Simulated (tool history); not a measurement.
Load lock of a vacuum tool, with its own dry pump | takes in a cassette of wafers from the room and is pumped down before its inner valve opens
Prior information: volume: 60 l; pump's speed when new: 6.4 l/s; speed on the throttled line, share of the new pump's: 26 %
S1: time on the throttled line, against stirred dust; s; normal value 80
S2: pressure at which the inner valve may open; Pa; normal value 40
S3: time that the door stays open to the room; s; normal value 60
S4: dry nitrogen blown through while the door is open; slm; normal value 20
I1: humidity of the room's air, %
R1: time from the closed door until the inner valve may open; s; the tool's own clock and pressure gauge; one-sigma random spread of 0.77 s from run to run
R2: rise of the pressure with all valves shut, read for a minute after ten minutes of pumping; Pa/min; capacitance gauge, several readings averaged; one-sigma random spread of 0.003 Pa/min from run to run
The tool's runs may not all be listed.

run,hour,S1,S2,S3,S4,I1,R1,R2
1,0.0,80,40,60,20,44.0,144.5,0.114
2,140.2,80,40,60,20,45.4,144.5,0.117
3,295.0,120,40,60,20,45.1,171.4,0.123
4,470.3,120,40,30,20,45.6,170.4,0.115
5,653.2,80,40,27,20,44.2,144.8,0.119
6,885.9,80,40,27,20,47.5,144.9,0.134
7,991.8,80,40,27,20,42.7,144.4,0.134
8,1158.7,80,40,27,20,43.3,146.0,0.144
9,1268.0,80,40,27,20,43.9,144.2,0.141
10,1465.7,80,40,27,20,49.0,147.7,0.162
11,1692.3,80,40,27,20,46.7,146.4,0.167
12,1910.9,80,40,60,30,47.1,146.8,0.193
# hour 1973.6: dry pump taken out, an overhauled one fitted
13,2149.1,80,40,60,30,46.4,133.2,0.206
14,2304.3,80,40,127,20,43.5,133.8,0.246
# hour 2322.1: door's seal changed, seat wiped
15,2414.4,80,40,31,7,48.6,135.2,0.034
16,2558.2,80,40,31,7,46.8,135.0,0.039
17,2708.9,80,40,31,7,44.0,133.7,0.038
18,2944.5,80,71,209,26,43.5,128.5,0.083
19,3078.7,129,74,225,25,45.2,164.7,0.097
20,3211.3,147,40,60,20,46.6,184.1,0.052
21,3440.2,147,40,60,20,41.2,184.2,0.050

Consider 4 possible next runs. They are alternatives, not a sequence: every one starts from the tool as it was left by run 21. What does each give?
A,3541.5,80,40,37,20,46.2,?,?
B,3541.5,140,40,35,10,46.6,?,?
C,3541.5,80,40,80,14,48.3,?,?
D,3541.5,80,40,60,15,40.6,?,?

run,R1,R2
A,135.2,0.038
B,178.3,0.052
C,135.1,0.075
D,134.4,0.059
Without the tool's hidden state the same runs would have given:
run,R1,R2
A,133.0,0.020
B,176.9,0.034
C,133.1,0.057
D,132.4,0.042

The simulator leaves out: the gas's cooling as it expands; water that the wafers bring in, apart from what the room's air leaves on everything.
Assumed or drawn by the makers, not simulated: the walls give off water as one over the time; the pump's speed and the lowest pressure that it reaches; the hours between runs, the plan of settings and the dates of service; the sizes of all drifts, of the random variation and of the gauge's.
